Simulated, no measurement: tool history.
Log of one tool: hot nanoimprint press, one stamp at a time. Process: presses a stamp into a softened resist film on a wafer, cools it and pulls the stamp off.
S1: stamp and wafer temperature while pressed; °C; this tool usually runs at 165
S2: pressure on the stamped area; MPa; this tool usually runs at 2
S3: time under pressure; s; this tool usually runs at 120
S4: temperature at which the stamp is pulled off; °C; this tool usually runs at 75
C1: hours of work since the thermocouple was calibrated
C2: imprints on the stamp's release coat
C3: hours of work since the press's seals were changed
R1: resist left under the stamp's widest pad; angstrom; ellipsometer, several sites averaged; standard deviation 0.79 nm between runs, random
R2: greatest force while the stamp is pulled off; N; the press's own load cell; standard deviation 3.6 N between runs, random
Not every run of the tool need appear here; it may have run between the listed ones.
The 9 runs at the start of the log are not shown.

run	hour	S1	S2	S3	S4	C1	C2	C3	R1	R2
10	201	165	2	132	75	215	840	300	1193	237
11	213.9	165	2	132	75	224	902	309	1204	235
12	228.3	165	2	120	75	234	971	319	1248	240
13	250.5	165	2	120	75	249	1078	334	1243	250
14	265	165	2	120	75	259	1147	344	1240	250
15	281.5	165	2	120	75	271	1227	355	1236	257
# hour 295.4: stamp cleaned and given a new release coat
16	312.6	165	1.31	120	75	288	83	373	1489	221
17	326.9	165	2.66	120	75	298	152	382	1082	216
18	351.4	165	2.66	120	75	314	269	399	1078	221
19	368.2	165	2.7	120	75	326	350	411	1067	221
# hour 375.2: plate thermocouple calibrated
20	396.1	165	2	78	62	14	469	428	1513	286
21	422	165	2	78	62	32	593	446	1497	293
22	440.2	171	2.71	76	68	45	681	458	899	258
23	464.5	165	2	149	75	61	797	475	1182	237
24	490	165	2.42	120	75	79	919	492	1160	242
25	501.6	162	2	120	70	87	975	500	1543	270
26	515.6	162	2	120	70	96	1042	510	1526	261

Run 27 comes next. What will it give?
27	534.9	162	2	120	70	109	1135	523	?	?

R1: 1538 angstrom
R2: 274 N
Had the tool carried no hidden state, the very same run would have given R1 1562 angstrom, R2 239 N.
